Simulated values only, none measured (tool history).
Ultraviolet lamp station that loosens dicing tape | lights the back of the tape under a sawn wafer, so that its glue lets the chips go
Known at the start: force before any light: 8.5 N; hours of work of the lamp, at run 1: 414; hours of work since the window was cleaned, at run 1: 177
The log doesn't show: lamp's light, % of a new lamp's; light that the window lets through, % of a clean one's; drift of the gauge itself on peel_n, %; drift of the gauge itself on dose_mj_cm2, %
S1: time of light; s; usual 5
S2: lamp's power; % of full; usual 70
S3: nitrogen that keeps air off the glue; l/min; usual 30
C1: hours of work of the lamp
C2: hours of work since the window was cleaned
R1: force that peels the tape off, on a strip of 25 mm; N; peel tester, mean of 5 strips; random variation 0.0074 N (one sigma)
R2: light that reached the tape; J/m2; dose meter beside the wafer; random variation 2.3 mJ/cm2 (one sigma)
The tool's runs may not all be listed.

run,hour,S1,S2,S3,C1,C2,R1,R2
1,0,5,70,30,414,177,0.378,1950
2,19.8,5,70,30,427,190,0.373,1930
3,29.3,8,70,30,433,196,0.122,3090
4,39.5,8,70,30,440,203,0.117,3070
5,48.4,8,70,30,445,209,0.133,3090
6,62,5,70,30,454,217,0.389,1910
7,77,5,70,30,464,227,0.379,1970
8,92.1,5,70,30,474,237,0.397,1930
9,106.9,5,70,30,484,247,0.386,1890
10,120.1,5,70,30,492,255,0.416,1930
11,132.8,5,70,30,501,264,0.393,1900
12,142.7,5,70,30,507,270,0.393,1870
13,161.5,5,70,30,519,283,0.426,1860
14,180.2,3,70,30,532,295,1.298,1100
15,198.2,3,70,30,544,307,1.298,1090
16,218.8,3,70,30,557,320,1.312,1120
# hour 220.4: window cleaned of glue's vapour
17,231.3,3,70,30,565,7,1.352,1100

The next listed run, before its measurement:
18,247.2,3,70,30,575,17,?,?

R1: 1.379 N
R2: 1090 J/m2
Without the tool's hidden state the same run would have given R1 0.962 N, R2 1320 J/m2.
